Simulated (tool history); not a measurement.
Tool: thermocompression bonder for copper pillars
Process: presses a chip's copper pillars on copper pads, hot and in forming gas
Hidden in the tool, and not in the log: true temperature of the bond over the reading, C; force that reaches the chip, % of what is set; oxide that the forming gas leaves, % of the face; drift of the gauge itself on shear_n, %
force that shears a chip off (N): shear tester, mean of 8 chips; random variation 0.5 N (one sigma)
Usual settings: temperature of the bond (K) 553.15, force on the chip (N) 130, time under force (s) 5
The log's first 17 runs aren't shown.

run    day  temperature of the bond (K)  force on the chip (N)  time under force (s)  hours of work since the heater was calibrated  hours of work since the force cell was calibrated  hours of work since the gas filter was changed  force that shears a chip off (N)
 18    5.1                       553.15                     91                     5                                            810                                                111                                             160                              26.1
 19   5.45                       553.15                     91                     5                                            815                                                116                                             166                              25.8
 20  5.671                       553.15                     91                     5                                            819                                                119                                             169                              25.4
 21  5.946                       530.15                     91                     3                                            823                                                123                                             173                              13.7
 22    6.2                       530.15                     91                     3                                            827                                                127                                             177                              13.8
 23  6.538                       530.15                     91                     3                                            832                                                132                                             182                              13.9
 24  6.742                       553.15                    130                     5                                            835                                                136                                             185                              31.4
 25  6.971                       544.15                     79                     3                                            838                                                139                                             189                              15.2
 26  7.346                       536.15                    166                     4                                            844                                                145                                             194                              24.9
 27  7.683                       536.15                    166                     4                                            849                                                150                                             200                              26.1
 28  7.992                       536.15                    166                     4                                            854                                                155                                             204                              25.6
 29  8.367                       573.15                    166                     5                                            860                                                160                                             210                              48.2

Run 30 comes next. What will it give?
 30  8.612                       572.15                    180                     7                                            863                                                164                                             214                                 ?

Run 30 gave force that shears a chip off (N) 55.3.
Without the tool's hidden state the same run would have given force that shears a chip off (N) 63.8.
